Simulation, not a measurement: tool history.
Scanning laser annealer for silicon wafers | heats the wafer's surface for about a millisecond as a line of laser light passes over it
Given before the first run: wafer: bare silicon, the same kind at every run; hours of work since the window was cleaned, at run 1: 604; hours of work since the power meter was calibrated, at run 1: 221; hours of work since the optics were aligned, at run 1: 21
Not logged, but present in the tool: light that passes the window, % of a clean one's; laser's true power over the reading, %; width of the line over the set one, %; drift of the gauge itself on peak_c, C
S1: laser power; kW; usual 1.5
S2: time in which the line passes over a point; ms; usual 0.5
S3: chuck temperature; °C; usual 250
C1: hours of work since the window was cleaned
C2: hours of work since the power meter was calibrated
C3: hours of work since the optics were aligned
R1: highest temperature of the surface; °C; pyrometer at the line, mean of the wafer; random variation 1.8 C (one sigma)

{"run": 1, "hour": 0.0, "S1": 1.5, "S2": 0.5, "S3": 250, "C1": 604, "C2": 221, "C3": 21, "R1": 947}
{"run": 2, "hour": 20.1, "S1": 1.5, "S2": 0.5, "S3": 250, "C1": 612, "C2": 229, "C3": 29, "R1": 946}
{"run": 3, "hour": 39.1, "S1": 1.5, "S2": 0.5, "S3": 250, "C1": 620, "C2": 237, "C3": 37, "R1": 941}
{"run": 4, "hour": 63.4, "S1": 1.612, "S2": 0.5, "S3": 250, "C1": 630, "C2": 247, "C3": 47, "R1": 1013}
{"run": 5, "hour": 89.3, "S1": 1.612, "S2": 0.5, "S3": 250, "C1": 641, "C2": 257, "C3": 57, "R1": 1013}
{"run": 6, "hour": 120.9, "S1": 1.612, "S2": 0.5, "S3": 250, "C1": 653, "C2": 270, "C3": 70, "R1": 1011}
{"run": 7, "hour": 148.9, "S1": 1.5, "S2": 0.5, "S3": 265, "C1": 665, "C2": 282, "C3": 82, "R1": 959}
{"run": 8, "hour": 192.2, "S1": 1.5, "S2": 0.5, "S3": 265, "C1": 683, "C2": 299, "C3": 99, "R1": 953}
{"run": 9, "hour": 235.7, "S1": 1.5, "S2": 0.5, "S3": 265, "C1": 700, "C2": 317, "C3": 117, "R1": 954}
{"run": 10, "hour": 259.7, "S1": 1.5, "S2": 0.5, "S3": 250, "C1": 710, "C2": 327, "C3": 127, "R1": 937}
{"run": 11, "hour": 293.2, "S1": 1.5, "S2": 0.5, "S3": 250, "C1": 724, "C2": 341, "C3": 141, "R1": 937}
{"run": 12, "hour": 320.4, "S1": 1.5, "S2": 0.5, "S3": 250, "C1": 735, "C2": 352, "C3": 152, "R1": 937}
{"run": 13, "hour": 346.5, "S1": 1.415, "S2": 0.5, "S3": 250, "C1": 746, "C2": 362, "C3": 162, "R1": 885}
{"run": 14, "hour": 384.8, "S1": 1.415, "S2": 0.5, "S3": 250, "C1": 761, "C2": 378, "C3": 178, "R1": 881}
{"hour": 402.2, "done": "window over the wafer cleaned"}
{"run": 15, "hour": 418.8, "S1": 1.5, "S2": 0.5, "S3": 250, "C1": 7, "C2": 391, "C3": 191, "R1": 987}
{"run": 16, "hour": 441.1, "S1": 1.5, "S2": 0.5, "S3": 250, "C1": 16, "C2": 400, "C3": 200, "R1": 984}
{"run": 17, "hour": 467.8, "S1": 1.5, "S2": 0.5, "S3": 250, "C1": 27, "C2": 411, "C3": 211, "R1": 982}
{"run": 18, "hour": 508.6, "S1": 1.5, "S2": 0.501, "S3": 250, "C1": 43, "C2": 428, "C3": 228, "R1": 983}
{"run": 19, "hour": 536.5, "S1": 1.5, "S2": 0.501, "S3": 250, "C1": 55, "C2": 439, "C3": 239, "R1": 977}
{"hour": 544.3, "done": "optics aligned, line set to its width"}
{"run": 20, "hour": 565.0, "S1": 1.5, "S2": 0.501, "S3": 250, "C1": 64, "C2": 449, "C3": 8, "R1": 978}
{"run": 21, "hour": 595.0, "S1": 1.5, "S2": 0.41, "S3": 250, "C1": 77, "C2": 461, "C3": 21, "R1": 902}
{"run": 22, "hour": 613.6, "S1": 1.5, "S2": 0.41, "S3": 224, "C1": 84, "C2": 469, "C3": 28, "R1": 879}
{"run": 23, "hour": 636.5, "S1": 1.5, "S2": 0.452, "S3": 280, "C1": 94, "C2": 478, "C3": 38, "R1": 969}
{"hour": 652.0, "done": "optics aligned, line set to its width, once more"}
{"run": 24, "hour": 682.3, "S1": 1.5, "S2": 0.452, "S3": 280, "C1": 110, "C2": 495, "C3": 12, "R1": 970}
{"run": 25, "hour": 711.2, "S1": 1.543, "S2": 0.564, "S3": 286, "C1": 122, "C2": 506, "C3": 24, "R1": 1090}
{"run": 26, "hour": 734.8, "S1": 1.543, "S2": 0.564, "S3": 286, "C1": 132, "C2": 516, "C3": 34, "R1": 1090}
{"run": 27, "hour": 767.1, "S1": 1.33, "S2": 0.415, "S3": 229, "C1": 145, "C2": 529, "C3": 47, "R1": 792}
{"run": 28, "hour": 784.7, "S1": 1.33, "S2": 0.415, "S3": 229, "C1": 152, "C2": 536, "C3": 54, "R1": 789}
{"run": 29, "hour": 805.3, "S1": 1.325, "S2": 0.584, "S3": 229, "C1": 161, "C2": 545, "C3": 63, "R1": 900}
{"run": 30, "hour": 830.3, "S1": 1.325, "S2": 0.507, "S3": 227, "C1": 171, "C2": 555, "C3": 73, "R1": 845}
{"run": 31, "hour": 853.3, "S1": 1.394, "S2": 0.5, "S3": 227, "C1": 180, "C2": 565, "C3": 82, "R1": 883}
{"run": 32, "hour": 874.5, "S1": 1.603, "S2": 0.486, "S3": 281, "C1": 189, "C2": 573, "C3": 91, "R1": 1059}
{"run": 33, "hour": 903.7, "S1": 1.5, "S2": 0.433, "S3": 250, "C1": 201, "C2": 585, "C3": 103, "R1": 919}
{"run": 34, "hour": 928.7, "S1": 1.5, "S2": 0.433, "S3": 250, "C1": 211, "C2": 595, "C3": 113, "R1": 919}
{"run": 35, "hour": 963.3, "S1": 1.276, "S2": 0.485, "S3": 288, "C1": 225, "C2": 609, "C3": 127, "R1": 859}
{"run": 36, "hour": 1004.7, "S1": 1.5, "S2": 0.5, "S3": 246, "C1": 242, "C2": 626, "C3": 144, "R1": 961}
{"run": 37, "hour": 1048.0, "S1": 1.5, "S2": 0.518, "S3": 227, "C1": 260, "C2": 644, "C3": 162, "R1": 956}
{"run": 38, "hour": 1074.5, "S1": 1.497, "S2": 0.5, "S3": 283, "C1": 271, "C2": 655, "C3": 173, "R1": 998}
{"run": 39, "hour": 1092.8, "S1": 1.374, "S2": 0.484, "S3": 266, "C1": 278, "C2": 662, "C3": 180, "R1": 892}
{"run": 40, "hour": 1112.9, "S1": 1.5, "S2": 0.394, "S3": 261, "C1": 286, "C2": 671, "C3": 188, "R1": 890}

Each row is a separate what-if for the run after 40, all from the same tool condition, not one after another. Results?
{"run": "A", "hour": 1131.8, "S1": 1.5, "S2": 0.569, "S3": 250, "C1": 294, "C2": 678, "C3": 196, "R1": "?"}
{"run": "B", "hour": 1131.8, "S1": 1.359, "S2": 0.551, "S3": 239, "C1": 294, "C2": 678, "C3": 196, "R1": "?"}
{"run": "C", "hour": 1131.8, "S1": 1.5, "S2": 0.383, "S3": 261, "C1": 294, "C2": 678, "C3": 196, "R1": "?"}
{"run": "D", "hour": 1131.8, "S1": 1.606, "S2": 0.521, "S3": 261, "C1": 294, "C2": 678, "C3": 196, "R1": "?"}

run=A R1=1013
run=B R1=898
run=C R1=881
run=D R1=1061
Stripped of hidden state, with their random variation kept, the same runs would have yielded:
run=A R1=1042
run=B R1=923
run=C R1=905
run=D R1=1092
